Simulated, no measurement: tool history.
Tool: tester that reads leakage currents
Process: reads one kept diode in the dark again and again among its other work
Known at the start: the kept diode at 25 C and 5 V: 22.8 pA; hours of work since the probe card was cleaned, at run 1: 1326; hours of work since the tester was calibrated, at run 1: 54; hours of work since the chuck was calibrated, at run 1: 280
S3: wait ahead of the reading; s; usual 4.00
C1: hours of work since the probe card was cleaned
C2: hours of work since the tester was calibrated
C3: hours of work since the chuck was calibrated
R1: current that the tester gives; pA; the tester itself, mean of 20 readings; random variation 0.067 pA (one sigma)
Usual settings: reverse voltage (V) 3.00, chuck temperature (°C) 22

{"run": 1, "hour": 0.0, "reverse voltage (V)": 3.0, "chuck temperature (°C)": 22, "S3": 4.0, "C1": 1326, "C2": 54, "C3": 280, "R1": 20.39}
{"run": 2, "hour": 34.5, "reverse voltage (V)": 3.0, "chuck temperature (°C)": 22, "S3": 3.52, "C1": 1343, "C2": 71, "C3": 297, "R1": 20.6}
{"run": 3, "hour": 66.0, "reverse voltage (V)": 3.0, "chuck temperature (°C)": 22, "S3": 3.52, "C1": 1359, "C2": 87, "C3": 313, "R1": 20.81}
{"run": 4, "hour": 83.0, "reverse voltage (V)": 3.0, "chuck temperature (°C)": 22, "S3": 1.42, "C1": 1367, "C2": 96, "C3": 322, "R1": 21.04}
{"run": 5, "hour": 113.5, "reverse voltage (V)": 3.0, "chuck temperature (°C)": 22, "S3": 1.42, "C1": 1383, "C2": 111, "C3": 337, "R1": 21.11}
{"run": 6, "hour": 143.8, "reverse voltage (V)": 3.0, "chuck temperature (°C)": 22, "S3": 1.42, "C1": 1398, "C2": 126, "C3": 352, "R1": 21.31}
{"run": 7, "hour": 166.3, "reverse voltage (V)": 3.0, "chuck temperature (°C)": 22, "S3": 4.0, "C1": 1409, "C2": 137, "C3": 364, "R1": 21.01}
{"run": 8, "hour": 206.2, "reverse voltage (V)": 3.0, "chuck temperature (°C)": 22, "S3": 4.0, "C1": 1429, "C2": 158, "C3": 384, "R1": 21.22}
{"run": 9, "hour": 237.0, "reverse voltage (V)": 3.0, "chuck temperature (°C)": 22, "S3": 4.0, "C1": 1445, "C2": 173, "C3": 399, "R1": 21.41}
{"run": 10, "hour": 259.3, "reverse voltage (V)": 3.0, "chuck temperature (°C)": 22, "S3": 6.95, "C1": 1456, "C2": 184, "C3": 410, "R1": 21.38}
{"run": 11, "hour": 282.6, "reverse voltage (V)": 3.0, "chuck temperature (°C)": 22, "S3": 6.95, "C1": 1467, "C2": 196, "C3": 422, "R1": 21.53}
{"run": 12, "hour": 312.6, "reverse voltage (V)": 3.0, "chuck temperature (°C)": 22, "S3": 6.95, "C1": 1483, "C2": 211, "C3": 437, "R1": 21.4}
{"run": 13, "hour": 343.8, "reverse voltage (V)": 8.03, "chuck temperature (°C)": 22, "S3": 4.0, "C1": 1498, "C2": 227, "C3": 453, "R1": 38.94}
{"run": 14, "hour": 369.3, "reverse voltage (V)": 8.03, "chuck temperature (°C)": 22, "S3": 4.0, "C1": 1511, "C2": 239, "C3": 465, "R1": 39.16}
{"run": 15, "hour": 386.9, "reverse voltage (V)": 8.03, "chuck temperature (°C)": 22, "S3": 4.0, "C1": 1520, "C2": 248, "C3": 474, "R1": 39.24}
{"run": 16, "hour": 426.6, "reverse voltage (V)": 3.0, "chuck temperature (°C)": 20, "S3": 4.0, "C1": 1540, "C2": 268, "C3": 494, "R1": 19.69}
{"run": 17, "hour": 447.6, "reverse voltage (V)": 3.0, "chuck temperature (°C)": 20, "S3": 4.0, "C1": 1550, "C2": 279, "C3": 505, "R1": 19.69}
{"hour": 464.4, "done": "chuck's temperature calibrated"}
{"run": 18, "hour": 476.3, "reverse voltage (V)": 3.0, "chuck temperature (°C)": 20, "S3": 4.0, "C1": 1564, "C2": 292, "C3": 6, "R1": 18.03}
{"run": 19, "hour": 516.7, "reverse voltage (V)": 3.0, "chuck temperature (°C)": 22, "S3": 4.0, "C1": 1584, "C2": 312, "C3": 26, "R1": 20.34}
{"run": 20, "hour": 551.5, "reverse voltage (V)": 3.0, "chuck temperature (°C)": 40, "S3": 4.0, "C1": 1601, "C2": 330, "C3": 44, "R1": 66.41}
{"run": 21, "hour": 568.7, "reverse voltage (V)": 5.1, "chuck temperature (°C)": 29, "S3": 1.54, "C1": 1610, "C2": 338, "C3": 52, "R1": 43.04}
{"run": 22, "hour": 598.3, "reverse voltage (V)": 6.46, "chuck temperature (°C)": 22, "S3": 4.0, "C1": 1625, "C2": 353, "C3": 67, "R1": 33.17}
{"run": 23, "hour": 640.5, "reverse voltage (V)": 6.46, "chuck temperature (°C)": 22, "S3": 4.0, "C1": 1646, "C2": 375, "C3": 88, "R1": 33.26}
{"run": 24, "hour": 658.5, "reverse voltage (V)": 6.46, "chuck temperature (°C)": 22, "S3": 4.0, "C1": 1655, "C2": 384, "C3": 97, "R1": 33.35}
{"run": 25, "hour": 687.7, "reverse voltage (V)": 6.46, "chuck temperature (°C)": 22, "S3": 4.0, "C1": 1670, "C2": 398, "C3": 112, "R1": 33.73}
{"run": 26, "hour": 728.8, "reverse voltage (V)": 3.38, "chuck temperature (°C)": 25, "S3": 1.9, "C1": 1691, "C2": 419, "C3": 133, "R1": 27.31}
{"run": 27, "hour": 765.3, "reverse voltage (V)": 3.38, "chuck temperature (°C)": 25, "S3": 1.9, "C1": 1709, "C2": 437, "C3": 151, "R1": 27.51}
{"run": 28, "hour": 790.5, "reverse voltage (V)": 11.43, "chuck temperature (°C)": 21, "S3": 1.82, "C1": 1722, "C2": 450, "C3": 164, "R1": 48.6}
{"run": 29, "hour": 812.1, "reverse voltage (V)": 9.86, "chuck temperature (°C)": 21, "S3": 0.68, "C1": 1732, "C2": 461, "C3": 175, "R1": 45.5}
{"run": 30, "hour": 852.2, "reverse voltage (V)": 9.86, "chuck temperature (°C)": 21, "S3": 0.68, "C1": 1752, "C2": 481, "C3": 195, "R1": 45.8}
{"run": 31, "hour": 886.8, "reverse voltage (V)": 11.52, "chuck temperature (°C)": 21, "S3": 2.87, "C1": 1770, "C2": 498, "C3": 212, "R1": 49.64}
{"run": 32, "hour": 907.5, "reverse voltage (V)": 11.52, "chuck temperature (°C)": 21, "S3": 2.87, "C1": 1780, "C2": 509, "C3": 222, "R1": 49.97}
{"run": 33, "hour": 934.6, "reverse voltage (V)": 11.52, "chuck temperature (°C)": 30, "S3": 2.87, "C1": 1794, "C2": 522, "C3": 236, "R1": 76.62}
{"run": 34, "hour": 970.0, "reverse voltage (V)": 11.52, "chuck temperature (°C)": 30, "S3": 2.87, "C1": 1812, "C2": 540, "C3": 254, "R1": 76.88}
{"run": 35, "hour": 1010.7, "reverse voltage (V)": 19.32, "chuck temperature (°C)": 26, "S3": 3.84, "C1": 1832, "C2": 560, "C3": 274, "R1": 90.14}
{"run": 36, "hour": 1046.6, "reverse voltage (V)": 6.22, "chuck temperature (°C)": 35, "S3": 4.0, "C1": 1850, "C2": 578, "C3": 292, "R1": 73.27}
{"run": 37, "hour": 1071.9, "reverse voltage (V)": 15.75, "chuck temperature (°C)": 51, "S3": 0.74, "C1": 1863, "C2": 591, "C3": 305, "R1": 315.8}
{"run": 38, "hour": 1093.8, "reverse voltage (V)": 15.75, "chuck temperature (°C)": 44, "S3": 0.4, "C1": 1874, "C2": 602, "C3": 316, "R1": 210.12}
{"run": 39, "hour": 1113.9, "reverse voltage (V)": 3.0, "chuck temperature (°C)": 22, "S3": 0.32, "C1": 1884, "C2": 612, "C3": 326, "R1": 23.93}
{"run": 40, "hour": 1133.5, "reverse voltage (V)": 1.02, "chuck temperature (°C)": 30, "S3": 4.0, "C1": 1894, "C2": 622, "C3": 336, "R1": 21.72}

4 ways to go on from here, each from the tool as it stands after run 40. What would each give?
{"run": "A", "hour": 1164.0, "reverse voltage (V)": 14.44, "chuck temperature (°C)": 30, "S3": 4.93, "C1": 1909, "C2": 637, "C3": 351, "R1": "?"}
{"run": "B", "hour": 1164.0, "reverse voltage (V)": 12.87, "chuck temperature (°C)": 56, "S3": 0.37, "C1": 1909, "C2": 637, "C3": 351, "R1": "?"}
{"run": "C", "hour": 1164.0, "reverse voltage (V)": 14.24, "chuck temperature (°C)": 21, "S3": 0.66, "C1": 1909, "C2": 637, "C3": 351, "R1": "?"}
{"run": "D", "hour": 1164.0, "reverse voltage (V)": 16.27, "chuck temperature (°C)": 38, "S3": 0.34, "C1": 1909, "C2": 637, "C3": 351, "R1": "?"}

run=A R1=91.81
run=B R1=398.45
run=C R1=63.75
run=D R1=156.12
Without the tool's hidden state the same runs would have given:
run=A R1=53.75
run=B R1=344.76
run=C R1=28.51
run=D R1=110.37
